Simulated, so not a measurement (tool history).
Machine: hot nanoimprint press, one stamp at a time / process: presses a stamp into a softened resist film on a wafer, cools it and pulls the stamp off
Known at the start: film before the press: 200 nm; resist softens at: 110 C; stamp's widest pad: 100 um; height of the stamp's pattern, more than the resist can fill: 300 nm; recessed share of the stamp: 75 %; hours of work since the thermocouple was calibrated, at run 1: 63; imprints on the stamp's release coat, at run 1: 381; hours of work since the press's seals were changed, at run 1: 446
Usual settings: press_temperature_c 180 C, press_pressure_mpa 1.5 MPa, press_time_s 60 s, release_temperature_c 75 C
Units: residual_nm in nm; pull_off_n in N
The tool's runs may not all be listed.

run	day	press_temperature_c	press_pressure_mpa	press_time_s	release_temperature_c	hours of work since the thermocouple was calibrated	imprints on the stamp's release coat	hours of work since the press's seals were changed	residual_nm	pull_off_n
1	0	180	1.5	60	75	63	381	446	89.9	195
2	0.642	180	1.5	36	75	75	455	458	109.8	194
3	1.279	180	1.5	36	75	87	529	470	108.9	191
4	1.633	180	1.5	60	75	94	570	477	91.9	200
5	2.312	180	1.5	60	75	107	649	490	92.2	202
6	2.704	180	1.5	60	75	114	694	498	91	198
7	3.158	180	1.5	60	75	123	747	506	91	202
8	3.779	180	1.5	60	75	135	819	518	91.6	204
9	4.371	180	1.5	60	75	146	887	529	91.1	206
# day 4.538: plate thermocouple calibrated
10	5.1	180	1.5	60	75	11	957	541	94.3	212
11	5.508	180	1.5	46	75	18	1005	549	103.7	201
12	5.921	180	1.5	46	75	26	1053	557	105	216
13	6.462	180	1.5	46	75	37	1116	567	103.7	212
14	7.142	180	1.5	46	75	50	1194	580	102.9	218
# day 7.679: plate thermocouple calibrated, once more
15	7.688	184	1.5	46	75	0	1243	588	87.7	206
16	8.017	173	2.04	66	75	6	1281	594	92.8	210
17	8.354	173	2.04	66	75	13	1320	601	93.1	213
18	8.975	185	1.5	99	62	25	1392	613	64.8	269
19	9.446	168	1.05	99	62	34	1447	621	126.2	282
# day 9.771: stamp cleaned and given a new release coat
20	10.092	168	1.05	55	79	41	38	629	147.1	163
21	10.467	179	2.3	55	79	48	81	636	78.2	169
22	10.967	180	1.79	110	75	58	139	646	66.4	182
23	11.367	180	1.79	110	75	66	186	653	66	185
24	11.792	180	1.18	106	80	74	235	661	82.6	167
25	12.108	185	1.18	106	78	80	272	668	71.7	169
26	12.529	184	0.99	106	78	88	320	676	80.8	174
27	12.988	188	2.19	49	72	97	373	684	65	204
28	13.579	189	1.5	60	80	108	442	696	69.4	172
29	14.021	189	1.5	81	65	116	493	704	62.5	233

Predict each of these 3 candidate next runs independently; none follows another, all start after run 29:
A	14.454	184	1.63	81	66	124	543	712	?	?
B	14.454	173	1.87	81	75	124	543	712	?	?
C	14.454	170	1.9	60	75	124	543	712	?	?

run	residual_nm	pull_off_n
A	69.7	237
B	94.1	196
C	110.1	186
Without the tool's hidden state the same runs would have given:
run	residual_nm	pull_off_n
A	67.9	219
B	91.6	181
C	107.4	171

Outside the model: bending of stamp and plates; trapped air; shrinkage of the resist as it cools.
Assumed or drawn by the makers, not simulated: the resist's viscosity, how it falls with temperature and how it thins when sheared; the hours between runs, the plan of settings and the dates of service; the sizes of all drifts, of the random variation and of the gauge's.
